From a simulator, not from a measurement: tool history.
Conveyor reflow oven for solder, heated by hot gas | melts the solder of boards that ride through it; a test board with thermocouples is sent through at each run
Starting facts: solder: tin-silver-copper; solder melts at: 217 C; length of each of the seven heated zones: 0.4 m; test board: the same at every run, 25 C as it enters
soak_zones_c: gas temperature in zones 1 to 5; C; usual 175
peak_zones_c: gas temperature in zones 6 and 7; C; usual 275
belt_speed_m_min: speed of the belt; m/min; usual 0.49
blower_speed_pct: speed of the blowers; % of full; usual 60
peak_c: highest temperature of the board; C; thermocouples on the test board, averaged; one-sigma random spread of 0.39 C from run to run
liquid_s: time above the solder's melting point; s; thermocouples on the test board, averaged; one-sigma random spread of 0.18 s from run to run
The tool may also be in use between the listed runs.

run	hour	soak_zones_c	peak_zones_c	belt_speed_m_min	blower_speed_pct	peak_c	liquid_s
1	0	175	275	0.49	60	259.9	82.2
2	47.3	175	275	0.49	60	260.4	82
# hour 61.1: flux residue cleaned out of gas plates and filters
3	87.7	175	275	0.49	60	261.6	82.4
4	144.4	187	275	0.49	60	262.2	89.1
5	197.5	187	275	0.49	60	261.8	89
6	225.5	187	275	0.49	60	261.9	89.1
7	253.1	187	275	0.49	60	261.2	88.9
8	308	187	286	0.49	60	270.9	94
# hour 318.2: flux residue cleaned out of gas plates and filters
9	344.5	187	286	0.49	60	271.6	94.7
10	385.6	175	275	0.49	60	260.3	82
# hour 411.4: thermocouples of zones 6 and 7 changed
11	423.3	175	275	0.49	60	261.5	83.1
12	459.6	175	275	0.49	60	262.2	83
13	517.5	175	275	0.49	60	261.3	82.8
# hour 576.2: flux residue cleaned out of gas plates and filters
14	576.2	175	275	0.49	60	262.6	83.5
# hour 595.4: belt drive overhauled, speed set with a stopwatch
15	618.5	175	275	0.49	60	262.1	84.6
16	660.6	175	275	0.49	60	262.1	84.1
17	701.7	175	275	0.49	60	261.9	84.2
18	727.4	175	275	0.432	75	267.4	100.5
19	765.6	175	282	0.58	62	261.9	70.5
# hour 816.6: belt drive overhauled, speed set with a stopwatch, once more
20	821.7	175	282	0.58	62	261.2	68
# hour 842.7: flux residue cleaned out of gas plates and filters
21	855	175	282	0.58	62	261.8	68.2
22	889.4	175	282	0.58	62	262.2	68.1
23	942.4	175	282	0.58	62	260.5	68.2
24	971.2	175	282	0.58	62	260.5	67.8
25	1029.6	181	288	0.444	89	279	103.9
26	1082.8	188	288	0.409	88	280.6	116.3
# hour 1098.1: flux residue cleaned out of gas plates and filters
27	1136.7	175	280	0.39	66	270.9	111.7
28	1185.6	175	280	0.39	66	270.6	112
29	1227.8	161	276	0.409	67	264.8	96.7

Forecast each of these 5 alternatives for the next run:
# hour 1255.1: thermocouples of zones 6 and 7 changed
A	1282.4	161	272	0.409	50	?	?
# hour 1255.1: thermocouples of zones 6 and 7 changed
B	1282.4	189	275	0.49	60	?	?
# hour 1255.1: thermocouples of zones 6 and 7 changed
C	1282.4	175	275	0.558	75	?	?
# hour 1255.1: thermocouples of zones 6 and 7 changed
D	1282.4	174	289	0.49	56	?	?
# hour 1255.1: thermocouples of zones 6 and 7 changed
E	1282.4	161	276	0.42	78	?	?

run	peak_c	liquid_s
A	260.1	91.9
B	262.7	89.9
C	259	70.4
D	273.4	88.8
E	267	95.7
Without the tool's unlogged condition, the same runs would have read:
run	peak_c	liquid_s
A	260.4	92
B	263.1	89.8
C	259.6	70.7
D	273.9	88.8
E	267.4	95.8
